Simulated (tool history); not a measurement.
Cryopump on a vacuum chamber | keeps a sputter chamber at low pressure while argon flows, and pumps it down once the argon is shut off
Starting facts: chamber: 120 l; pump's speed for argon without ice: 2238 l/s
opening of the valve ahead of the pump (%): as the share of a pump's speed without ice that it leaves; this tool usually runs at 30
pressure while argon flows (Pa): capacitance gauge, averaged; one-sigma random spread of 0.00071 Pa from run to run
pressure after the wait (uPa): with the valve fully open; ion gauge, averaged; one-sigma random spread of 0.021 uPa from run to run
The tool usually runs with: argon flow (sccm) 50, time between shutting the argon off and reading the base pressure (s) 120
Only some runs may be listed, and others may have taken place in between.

run	hour	argon flow (sccm)	time between shutting the argon off and reading the base pressure (s)	opening of the valve ahead of the pump (%)	pressure while argon flows (Pa)	pressure after the wait (uPa)
1	0	50	120	30	0.1283	1.28
2	47.9	50	120	20	0.1902	1.26
3	98.4	50	120	30	0.1277	1.32
4	141.7	50	120	30	0.1302	1.35
5	168.2	50	120	30	0.129	1.38
6	200.5	50	120	30	0.1302	1.4
7	250.4	50	120	30	0.1309	1.49
8	299.4	50	120	30	0.1304	1.46
9	344.5	50	120	30	0.1307	1.57
10	367.9	50	120	30	0.1314	1.55
11	415.7	50	120	30	0.1331	1.58
12	464.3	50	120	30	0.1321	1.62
13	511.6	23	120	56	0.0342	1.69
14	536.5	65	30	23	0.2226	2.43
15	572.5	65	30	23	0.2216	2.56
16	608.2	45	47	26	0.1359	2.12
17	645.5	50	251	30	0.1349	1.6

For run 18, what comes out?
18	693.7	28	99	58	?	?

pressure while argon flows (Pa): 0.0412
pressure after the wait (uPa): 1.93
Were there no unlogged condition in the tool, this run, its random variation unchanged, would have produced pressure while argon flows (Pa) 0.0362, pressure after the wait (uPa) 0.47.
